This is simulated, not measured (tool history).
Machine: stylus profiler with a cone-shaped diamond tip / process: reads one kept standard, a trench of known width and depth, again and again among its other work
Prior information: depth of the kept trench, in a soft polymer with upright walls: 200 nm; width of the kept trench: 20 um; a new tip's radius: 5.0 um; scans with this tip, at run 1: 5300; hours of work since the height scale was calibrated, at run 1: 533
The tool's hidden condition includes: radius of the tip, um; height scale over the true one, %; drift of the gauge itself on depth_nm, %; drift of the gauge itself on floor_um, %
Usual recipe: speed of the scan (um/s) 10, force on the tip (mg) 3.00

run,hour,speed of the scan (um/s),force on the tip (mg),scans with this tip,hours of work since the height scale was calibrated,depth of the trench (angstrom),width of the trench's floor (µm)
1,0.0,10,3.00,5300,533,2039.4,16.76
2,30.4,10,3.76,5520,555,2046.3,16.76
3,59.5,10,3.00,5730,576,2040.5,16.70
4,90.1,10,3.00,5952,598,2041.6,16.72
5,124.2,26,3.00,6199,623,2041.1,16.60
6,157.1,10,3.00,6437,647,2041.3,16.67
7,186.4,10,1.19,6648,668,2022.3,16.63
8,229.6,10,8.22,6961,700,2080.2,16.65
9,248.1,10,8.22,7094,713,2078.5,16.65
10,268.8,10,3.00,7244,728,2041.5,16.61
11,287.3,10,3.00,7378,742,2043.2,16.61
12,311.4,10,3.00,7553,759,2041.8,16.57
13,351.8,10,3.00,7845,788,2041.9,16.60
14,388.9,10,3.00,8113,815,2042.3,16.54
15,408.7,10,3.00,8256,830,2042.4,16.59
16,442.5,10,3.00,8501,854,2042.1,16.51
17,466.0,10,3.00,8670,871,2042.3,16.51
18,491.5,10,3.00,8855,890,2042.9,16.51
19,527.2,10,3.00,9113,916,2043.5,16.51
20,569.7,10,3.00,9420,947,2043.2,16.45
21,604.4,10,3.00,9671,972,2044.5,16.47
22,645.8,10,3.00,9971,1002,2045.1,16.42
23,683.4,8,3.00,10243,1030,2044.3,16.45
24,719.4,10,8.93,10504,1056,2086.1,16.41
25,758.4,14,7.21,10785,1084,2072.9,16.38
26,778.1,4,7.88,10928,1098,2079.2,16.45
27,820.1,20,3.66,11231,1129,2049.4,16.29
28,854.4,5,4.89,11480,1154,2059.3,16.38
29,884.2,15,3.00,11695,1175,2043.2,16.34
30,903.5,9,1.77,11835,1190,2031.9,16.32
31,928.7,9,1.77,12017,1208,2034.1,16.31
32,956.4,9,1.77,12218,1228,2032.9,16.25
33,999.3,9,1.77,12528,1259,2032.6,16.24
34,1040.4,14,7.22,12825,1289,2077.3,16.27
35,1075.6,14,7.22,13079,1315,2076.0,16.22
36,1106.8,13,1.74,13305,1337,2033.2,16.20
37,1129.0,11,2.08,13466,1353,2037.7,16.28
38,1147.8,5,2.69,13602,1367,2043.0,16.18
39,1168.2,2,3.48,13749,1382,2048.4,16.23
40,1212.8,3,7.49,14071,1414,2078.4,16.20
41,1243.9,9,7.27,14297,1437,2078.3,16.21
42,1283.7,24,1.89,14585,1466,2035.6,16.05
43,1316.3,24,1.89,14821,1490,2035.5,15.99
44,1355.0,24,1.89,15100,1518,2036.1,16.07
45,1378.0,10,1.98,15266,1534,2037.0,16.10
46,1422.6,10,1.98,15589,1567,2037.2,16.10
47,1463.3,10,1.98,15884,1596,2037.5,16.09
48,1497.8,2,3.58,16133,1622,2054.9,16.11

Some steps in depth of the trench (angstrom) between neighbouring runs. How much of each would the tool show without its hidden state too (settings, what came in, random variation), and how much is left for the hidden state, with any gauge scatter that isn't in both results?
Run 7 -> 8: force on the tip (mg) 1.19 -> 8.22. depth of the trench (angstrom) +57.9: hidden state +0.3, all else +57.6.
Run 23 -> 24: speed of the scan (um/s) 8 -> 10, force on the tip (mg) 3.00 -> 8.93. depth of the trench (angstrom) +41.8: hidden state +0.3, all else +41.5.
Run 33 -> 34: speed of the scan (um/s) 9 -> 14, force on the tip (mg) 1.77 -> 7.22. depth of the trench (angstrom) +44.7: hidden state +0.3, all else +44.4.
Run 35 -> 36: speed of the scan (um/s) 14 -> 13, force on the tip (mg) 7.22 -> 1.74. depth of the trench (angstrom) -42.8: hidden state +0.0, all else -42.8.
